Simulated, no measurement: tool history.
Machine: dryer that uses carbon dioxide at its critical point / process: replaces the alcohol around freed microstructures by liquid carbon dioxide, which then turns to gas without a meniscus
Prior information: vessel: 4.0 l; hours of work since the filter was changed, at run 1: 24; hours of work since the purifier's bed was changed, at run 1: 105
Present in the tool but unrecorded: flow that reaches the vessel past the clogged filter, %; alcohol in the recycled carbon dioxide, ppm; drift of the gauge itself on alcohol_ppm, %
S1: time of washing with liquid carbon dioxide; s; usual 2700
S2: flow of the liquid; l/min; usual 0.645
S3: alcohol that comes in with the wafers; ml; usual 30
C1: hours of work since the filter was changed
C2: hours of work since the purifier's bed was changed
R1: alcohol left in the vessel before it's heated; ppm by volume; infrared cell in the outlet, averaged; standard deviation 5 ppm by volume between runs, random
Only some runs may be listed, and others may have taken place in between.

run   hour    S1     S2  S3   C1   C2   R1
  1      0  2700  0.645  30   24  105   36
  2   18.2  2700  0.645  30   31  112   28
  3   42.5  2700  0.645  30   41  122   31
  4   62.3  2700  0.645  30   49  130   41
  5   84.5  2700  0.645  30   58  139   44
  6  100.8  2700  0.645  30   64  146   34
  7  122.6  2700  0.645  30   73  154   40
  8  146.8  1800  0.645  30   83  164  169
  9  165.1  1800  0.645  30   90  172  176
 10  185.2  1800  0.645  30   98  180  177
 11  196.5  1800  0.645  30  103  184  175
 12  216.4  3720  0.645  30  111  192   25
 13    234  3720  0.645  30  118  199   25
 14  251.1  3720   0.78  36  125  206   23
 15  266.8  2640   1.08  30  131  213   12
 16  285.6  1920  0.645  39  139  220  185
 17    302  1740  0.664  62  145  227  388
 18  315.8  3840  0.645  50  151  232   32

What if the next run were any one of these 5? Each begins from the tool's condition after run 18:
  A  332.6  1620  0.798  30  158  239   ?
  B  332.6  2700  0.645  45  158  239   ?
  C  332.6  2760  0.925  89  158  239   ?
  D  332.6  3840  0.429  46  158  239   ?
  E  332.6  1920  0.645  31  158  239   ?

run   R1
  A  119
  B   67
  C   23
  D   91
  E  159
Take away the tool's hidden state, keep each run's random variation, and the runs would have read:
run   R1
  A   82
  B   39
  C    2
  D   57
  E  115

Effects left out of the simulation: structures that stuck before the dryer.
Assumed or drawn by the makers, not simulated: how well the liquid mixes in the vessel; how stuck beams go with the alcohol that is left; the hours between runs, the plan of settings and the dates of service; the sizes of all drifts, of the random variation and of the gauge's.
